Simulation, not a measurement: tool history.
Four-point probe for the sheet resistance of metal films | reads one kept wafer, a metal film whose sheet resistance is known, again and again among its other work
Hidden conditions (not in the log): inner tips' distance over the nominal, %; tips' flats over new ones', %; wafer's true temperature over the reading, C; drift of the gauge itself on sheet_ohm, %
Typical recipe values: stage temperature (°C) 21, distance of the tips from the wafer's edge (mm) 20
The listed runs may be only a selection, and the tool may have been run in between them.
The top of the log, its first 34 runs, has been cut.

run,hour,stage temperature (°C),distance of the tips from the wafer's edge (mm),touches since the probe head was changed,hours of work since the stage's thermometer was calibrated,sheet resistance as the instrument gives it (ohm/square)
35,1038.1,21,5,50433,19,6.961843
36,1071,24,14,51074,35,6.915958
37,1114.1,32,44,51912,56,6.882314
38,1139.5,32,4,52407,68,6.936964
39,1172.5,21,55,53049,84,6.922855
40,1199.1,22,32,53567,97,6.918539
41,1233,21,20,54227,114,6.92815
42,1250.4,21,20,54565,122,6.92713
43,1276.4,25,33,55072,135,6.910883

What will run 44 give?
44,1302,25,33,55570,147,?

sheet resistance as the instrument gives it (ohm/square): 6.906889
With the hidden condition absent and the run-to-run variation left alone, this run would have shown sheet resistance as the instrument gives it (ohm/square) 6.906456.
